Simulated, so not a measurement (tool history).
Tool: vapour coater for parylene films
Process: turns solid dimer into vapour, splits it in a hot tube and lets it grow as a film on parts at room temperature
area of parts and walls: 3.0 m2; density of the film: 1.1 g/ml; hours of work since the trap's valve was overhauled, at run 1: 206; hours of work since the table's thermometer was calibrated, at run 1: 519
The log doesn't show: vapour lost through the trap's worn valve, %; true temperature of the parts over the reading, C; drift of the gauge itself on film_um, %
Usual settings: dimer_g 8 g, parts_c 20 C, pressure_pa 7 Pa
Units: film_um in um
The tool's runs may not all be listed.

| run | hour | dimer_g | parts_c | pressure_pa | hours of work since the trap's valve was overhauled | hours of work since the table's thermometer was calibrated | film_um |
|---|---|---|---|---|---|---|---|
| 1 | 0 | 8 | 20 | 7 | 206 | 519 | 1.573 |
| 2 | 52.5 | 8 | 20 | 7 | 252 | 564 | 1.579 |
|  | 78.7 | trap's valve overhauled |
| 3 | 100.1 | 8 | 20 | 7 | 19 | 602 | 1.597 |
| 4 | 132.7 | 8 | 20 | 5.11 | 47 | 630 | 1.606 |
| 5 | 168.2 | 8 | 20 | 7 | 77 | 661 | 1.572 |
| 6 | 227.3 | 8 | 20 | 7 | 128 | 712 | 1.571 |
| 7 | 263.8 | 8 | 20 | 7 | 160 | 743 | 1.573 |
| 8 | 316.7 | 8 | 20 | 7 | 206 | 789 | 1.583 |
| 9 | 360.9 | 8 | 20 | 7 | 244 | 827 | 1.564 |
|  | 394.9 | trap's valve overhauled |
| 10 | 409.9 | 9 | 20 | 8.47 | 13 | 866 | 1.738 |
| 11 | 443.4 | 8 | 15 | 7 | 42 | 895 | 1.797 |
| 12 | 478.6 | 8 | 15 | 7 | 72 | 925 | 1.782 |
| 13 | 522.4 | 8 | 15 | 7 | 110 | 963 | 1.767 |
| 14 | 582.8 | 8 | 15 | 7 | 162 | 1016 | 1.797 |
| 15 | 608.8 | 8 | 15 | 7 | 185 | 1038 | 1.785 |
| 16 | 670.5 | 12 | 21 | 7.95 | 238 | 1091 | 2.271 |
|  | 707.5 | trap's valve overhauled |
| 17 | 736.3 | 12 | 21 | 7.95 | 25 | 1145 | 2.279 |
| 18 | 794.1 | 8 | 20 | 4.11 | 75 | 1195 | 1.627 |

Hidden state at the last listed run before each entry between runs and at the first one after, where it differs:
Between runs 2 and 3: trap's valve overhauled (hour 78.7)
  vapour lost through the trap's worn valve, %: 0.2 -> 0
Between runs 9 and 10: trap's valve overhauled (hour 394.9)
  vapour lost through the trap's worn valve, %: 0.2 -> 0
Between runs 16 and 17: trap's valve overhauled (hour 707.5)
  vapour lost through the trap's worn valve, %: 0.2 -> 0

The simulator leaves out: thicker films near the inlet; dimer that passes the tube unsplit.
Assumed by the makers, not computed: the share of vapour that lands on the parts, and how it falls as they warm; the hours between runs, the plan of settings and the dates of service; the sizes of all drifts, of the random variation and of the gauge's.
